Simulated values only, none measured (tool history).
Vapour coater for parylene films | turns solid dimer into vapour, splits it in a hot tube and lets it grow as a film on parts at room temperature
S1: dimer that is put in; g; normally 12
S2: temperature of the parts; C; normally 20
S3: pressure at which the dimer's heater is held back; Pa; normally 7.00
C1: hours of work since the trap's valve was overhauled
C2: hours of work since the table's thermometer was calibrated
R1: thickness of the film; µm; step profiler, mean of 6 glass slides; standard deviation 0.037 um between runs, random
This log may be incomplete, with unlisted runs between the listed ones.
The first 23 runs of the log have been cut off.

run 24 day=10.279 | S1=6 S2=20 S3=7.00 | C1=288 C2=180 | R1=3.58
run 25 day=10.800 | S1=19 S2=28 S3=7.61 | C1=296 C2=187 | R1=8.12
run 26 day=11.208 | S1=9 S2=18 S3=6.95 | C1=301 C2=193 | R1=5.84
run 27 day=11.625 | S1=9 S2=18 S3=6.95 | C1=307 C2=199 | R1=5.86
run 28 day=12.246 | S1=5 S2=20 S3=11.14 | C1=315 C2=207 | R1=2.69
run 29 day=12.917 | S1=10 S2=20 S3=2.57 | C1=324 C2=216 | R1=7.50
run 30 day=13.271 | S1=13 S2=23 S3=5.22 | C1=329 C2=221 | R1=7.34
run 31 day=13.788 | S1=7 S2=17 S3=7.39 | C1=336 C2=228 | R1=4.65
run 32 day=14.100 | S1=22 S2=27 S3=10.31 | C1=341 C2=232 | R1=9.13
run 33 day=14.683 | S1=22 S2=27 S3=10.31 | C1=349 C2=240 | R1=9.14
run 34 day=15.425 | S1=22 S2=27 S3=10.31 | C1=359 C2=250 | R1=9.11
run 35 day=16.129 | S1=12 S2=15 S3=4.32 | C1=368 C2=260 | R1=9.70
run 36 day=16.854 | S1=14 S2=25 S3=7.00 | C1=378 C2=270 | R1=6.86
run 37 day=17.400 | S1=14 S2=25 S3=2.29 | C1=386 C2=277 | R1=8.85
-- day=17.629 trap's valve overhauled
run 38 day=17.875 | S1=14 S2=25 S3=2.29 | C1=3 C2=281 | R1=8.85

Each row is a separate what-if for the run after 38, all from the same tool condition, not one after another. Results?
run A day=18.300 | S1=21 S2=20 S3=2.67 | C1=9 C2=287 | R1=?
run B day=18.300 | S1=14 S2=23 S3=2.51 | C1=9 C2=287 | R1=?
run C day=18.300 | S1=12 S2=20 S3=8.11 | C1=9 C2=287 | R1=?
run D day=18.300 | S1=14 S2=25 S3=9.13 | C1=9 C2=287 | R1=?
run E day=18.300 | S1=12 S2=26 S3=7.00 | C1=9 C2=287 | R1=?

run=A R1=15.57
run=B R1=9.40
run=C R1=6.91
run=D R1=6.44
run=E R1=5.67
Without the tool's hidden state the same runs would have given:
run=A R1=15.57
run=B R1=9.40
run=C R1=6.91
run=D R1=6.44
run=E R1=5.67

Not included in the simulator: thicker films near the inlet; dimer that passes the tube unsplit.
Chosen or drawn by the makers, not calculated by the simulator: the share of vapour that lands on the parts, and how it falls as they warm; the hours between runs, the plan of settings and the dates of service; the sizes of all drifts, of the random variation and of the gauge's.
